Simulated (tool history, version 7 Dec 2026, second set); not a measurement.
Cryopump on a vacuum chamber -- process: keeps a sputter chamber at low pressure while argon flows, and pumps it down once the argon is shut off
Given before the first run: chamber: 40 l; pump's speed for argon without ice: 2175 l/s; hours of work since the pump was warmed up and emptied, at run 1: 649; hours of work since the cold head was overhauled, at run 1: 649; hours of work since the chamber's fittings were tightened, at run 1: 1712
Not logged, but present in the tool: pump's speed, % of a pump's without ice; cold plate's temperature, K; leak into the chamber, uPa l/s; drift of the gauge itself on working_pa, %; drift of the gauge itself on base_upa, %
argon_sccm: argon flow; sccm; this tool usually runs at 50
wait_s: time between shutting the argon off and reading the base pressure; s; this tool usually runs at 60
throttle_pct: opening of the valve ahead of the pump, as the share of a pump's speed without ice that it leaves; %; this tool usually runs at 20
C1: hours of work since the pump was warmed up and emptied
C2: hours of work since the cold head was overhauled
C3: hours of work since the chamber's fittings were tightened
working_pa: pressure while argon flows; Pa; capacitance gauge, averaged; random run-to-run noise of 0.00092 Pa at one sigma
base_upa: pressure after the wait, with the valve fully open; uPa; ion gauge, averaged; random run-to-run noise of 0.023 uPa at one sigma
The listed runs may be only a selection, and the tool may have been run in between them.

run 1 hour=0 | argon_sccm=50 wait_s=60 throttle_pct=20 | C1=649 C2=649 C3=1712 | working_pa=0.204 base_upa=1.35
run 2 hour=42.1 | argon_sccm=50 wait_s=60 throttle_pct=20 | C1=684 C2=684 C3=1747 | working_pa=0.2053 base_upa=1.39
run 3 hour=91.4 | argon_sccm=50 wait_s=60 throttle_pct=20 | C1=725 C2=725 C3=1788 | working_pa=0.2065 base_upa=1.38
run 4 hour=138.1 | argon_sccm=50 wait_s=60 throttle_pct=20 | C1=764 C2=764 C3=1827 | working_pa=0.2085 base_upa=1.38
run 5 hour=208.5 | argon_sccm=50 wait_s=95 throttle_pct=20 | C1=823 C2=823 C3=1886 | working_pa=0.2057 base_upa=1.19
-- hour=224.8 pump warmed up, emptied and cooled again
run 6 hour=284.9 | argon_sccm=50 wait_s=60 throttle_pct=20 | C1=50 C2=882 C3=1946 | working_pa=0.197 base_upa=1.29
run 7 hour=354.5 | argon_sccm=50 wait_s=22 throttle_pct=20 | C1=108 C2=940 C3=2004 | working_pa=0.1974 base_upa=2.34
run 8 hour=390.5 | argon_sccm=50 wait_s=60 throttle_pct=20 | C1=138 C2=971 C3=2034 | working_pa=0.1982 base_upa=1.31
run 9 hour=431.4 | argon_sccm=50 wait_s=60 throttle_pct=20 | C1=173 C2=1005 C3=2068 | working_pa=0.1988 base_upa=1.34
run 10 hour=492.4 | argon_sccm=50 wait_s=60 throttle_pct=20 | C1=223 C2=1056 C3=2119 | working_pa=0.1993 base_upa=1.34
run 11 hour=559.6 | argon_sccm=50 wait_s=60 throttle_pct=20 | C1=280 C2=1112 C3=2175 | working_pa=0.1991 base_upa=1.39
run 12 hour=594 | argon_sccm=50 wait_s=60 throttle_pct=20 | C1=308 C2=1140 C3=2204 | working_pa=0.1989 base_upa=1.44
run 13 hour=661 | argon_sccm=50 wait_s=60 throttle_pct=20 | C1=364 C2=1196 C3=2260 | working_pa=0.1992 base_upa=1.42
run 14 hour=733.3 | argon_sccm=50 wait_s=75 throttle_pct=20 | C1=425 C2=1257 C3=2320 | working_pa=0.1995 base_upa=1.3
run 15 hour=793.3 | argon_sccm=48 wait_s=75 throttle_pct=20 | C1=475 C2=1307 C3=2371 | working_pa=0.1938 base_upa=1.35
run 16 hour=841.1 | argon_sccm=48 wait_s=75 throttle_pct=20 | C1=515 C2=1347 C3=2410 | working_pa=0.1927 base_upa=1.34
run 17 hour=914.3 | argon_sccm=50 wait_s=60 throttle_pct=28 | C1=576 C2=1408 C3=2472 | working_pa=0.1483 base_upa=1.54
run 18 hour=962.4 | argon_sccm=80 wait_s=60 throttle_pct=28 | C1=616 C2=1448 C3=2512 | working_pa=0.2369 base_upa=1.54
run 19 hour=1007.2 | argon_sccm=80 wait_s=60 throttle_pct=56 | C1=653 C2=1486 C3=2549 | working_pa=0.1284 base_upa=1.54
run 20 hour=1070.7 | argon_sccm=50 wait_s=33 throttle_pct=27 | C1=706 C2=1539 C3=2602 | working_pa=0.1549 base_upa=2.1
run 21 hour=1121.7 | argon_sccm=63 wait_s=95 throttle_pct=20 | C1=749 C2=1581 C3=2645 | working_pa=0.2607 base_upa=1.47
run 22 hour=1186.7 | argon_sccm=63 wait_s=95 throttle_pct=20 | C1=803 C2=1635 C3=2699 | working_pa=0.2626 base_upa=1.51
-- hour=1229.7 pump warmed up, emptied and cooled again
run 23 hour=1249.5 | argon_sccm=63 wait_s=95 throttle_pct=20 | C1=17 C2=1684 C3=2747 | working_pa=0.2455 base_upa=1.24
run 24 hour=1313.1 | argon_sccm=55 wait_s=23 throttle_pct=45 | C1=70 C2=1737 C3=2800 | working_pa=0.0974 base_upa=2.51
run 25 hour=1348.5 | argon_sccm=41 wait_s=60 throttle_pct=20 | C1=99 C2=1766 C3=2830 | working_pa=0.1625 base_upa=1.52
run 26 hour=1408.6 | argon_sccm=50 wait_s=30 throttle_pct=20 | C1=149 C2=1817 C3=2880 | working_pa=0.196 base_upa=2.14

Estimate the outcome of run 27 from the log above:
run 27 hour=1440.7 | argon_sccm=50 wait_s=64 throttle_pct=19 | C1=176 C2=1843 C3=2907 | working_pa=? base_upa=?

Run 27 measured working_pa 0.2076 Pa, base_upa 1.5 uPa.
On a tool with no hidden condition, and with the same random variation, this run would have come out at working_pa 0.2041 Pa, base_upa 0.71 uPa.

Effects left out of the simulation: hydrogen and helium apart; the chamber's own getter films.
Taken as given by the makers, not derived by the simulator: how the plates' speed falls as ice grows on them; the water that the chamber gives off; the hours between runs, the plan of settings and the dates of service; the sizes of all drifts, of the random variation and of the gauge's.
